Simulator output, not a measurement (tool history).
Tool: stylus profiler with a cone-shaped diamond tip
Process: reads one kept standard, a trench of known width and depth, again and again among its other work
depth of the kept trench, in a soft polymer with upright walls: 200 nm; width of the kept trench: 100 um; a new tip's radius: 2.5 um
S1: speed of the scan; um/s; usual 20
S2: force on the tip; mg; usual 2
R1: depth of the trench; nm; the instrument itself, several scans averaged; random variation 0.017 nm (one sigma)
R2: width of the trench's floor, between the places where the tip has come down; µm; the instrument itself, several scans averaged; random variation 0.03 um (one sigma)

run   hour  S1    S2      R1     R2
  1      0  20     2  202.23  97.81
  2   16.9  20     2  202.22  97.84
  3   32.9  20     2  202.24  97.87
  4     45  15     2  202.21  97.91
  5   55.2   7     2  202.24  97.91
  6   62.9   7     2  202.22  97.94
  7   78.8   7     2  202.21  97.99
  8     87   7     2   202.2  97.91
  9     97  76     2  202.25   97.5
 10  111.7  76     2  202.23  97.46
 11  125.6  76     2  202.17  97.47
 12    137  76     2  202.19  97.44
 13  144.8  15     2  202.24  97.88
 14    159   5     2  202.23  97.94
 15  169.7  27  2.59  202.66  97.78

Run 16 comes next. What will it give?
 16  177.8  16  1.11   ?   ?

Run 16 gave R1 201.44 nm, R2 97.84 µm.
Without the tool's hidden state the same run would have given R1 201.55 nm, R2 97.91 µm.

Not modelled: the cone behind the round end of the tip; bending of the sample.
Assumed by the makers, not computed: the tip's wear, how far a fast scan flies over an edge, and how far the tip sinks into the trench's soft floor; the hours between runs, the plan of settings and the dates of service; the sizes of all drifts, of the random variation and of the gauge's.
